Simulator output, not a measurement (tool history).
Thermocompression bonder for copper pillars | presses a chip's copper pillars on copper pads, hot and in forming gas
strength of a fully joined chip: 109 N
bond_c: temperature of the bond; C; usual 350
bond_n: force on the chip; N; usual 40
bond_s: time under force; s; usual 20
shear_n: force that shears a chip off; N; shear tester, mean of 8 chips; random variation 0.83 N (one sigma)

run   hour  bond_c  bond_n  bond_s  shear_n
  1    0.0     350      40      20     68.6
  2    7.5     350      40      20     68.1
  3   13.8     350      53      20     79.9
  4   23.8     350      53      14     74.2
  5   35.9     350      40      20     68.3
  6   47.3     350      40      20     67.2
  7   54.5     350      40      20     68.2
  8   63.2     350      40      20     67.3
  9   73.7     350      40      20     67.4
 10   81.6     350      40      20     66.8
 11   87.6     350      40      20     65.7
      89.9  -- force cell calibrated
 12   96.2     350      40      20     65.9
 13  108.3     350      40      20     64.7
 14  120.5     350      40      42     77.5
     131.5  -- force cell calibrated, once more
 15  133.4     350      48      20     70.6
 16  138.6     350      48      20     70.4
 17  149.0     350      40      20     63.3
 18  155.1     350      40      20     62.6
 19  162.4     350      51      46     83.9
     173.7  -- forming gas filter changed
 20  174.8     377      51      24     92.6
 21  187.3     372      44      22     82.6
 22  199.3     371      44      22     82.5
 23  205.5     371      44      22     83.1
 24  215.3     377      44      34     89.4
 25  224.7     362      60      20     90.1
 26  237.0     350      30      58     76.3
 27  246.6     341      51      58     91.7
 28  256.6     327      41      20     59.4
 29  265.2     343      41      20     64.5
 30  276.1     344      31      45     67.2
 31  288.3     344      31      45     67.0
 32  297.0     354      43      20     70.1
 33  309.3     324      36      20     50.3
 34  318.9     350      47      51     85.2
 35  327.9     350      47      51     86.8

4 ways to go on from here, each from the tool as it stands after run 35. What would each give?
  A  334.0     327      42      45        ?
  B  334.0     374      44      31        ?
  C  334.0     350      47      43        ?
  D  334.0     327      47      51        ?

run  shear_n
  A     71.2
  B     82.3
  C     82.5
  D     77.8
Without the tool's hidden state the same runs would have given:
run  shear_n
  A     81.9
  B     92.9
  C     93.4
  D     88.8

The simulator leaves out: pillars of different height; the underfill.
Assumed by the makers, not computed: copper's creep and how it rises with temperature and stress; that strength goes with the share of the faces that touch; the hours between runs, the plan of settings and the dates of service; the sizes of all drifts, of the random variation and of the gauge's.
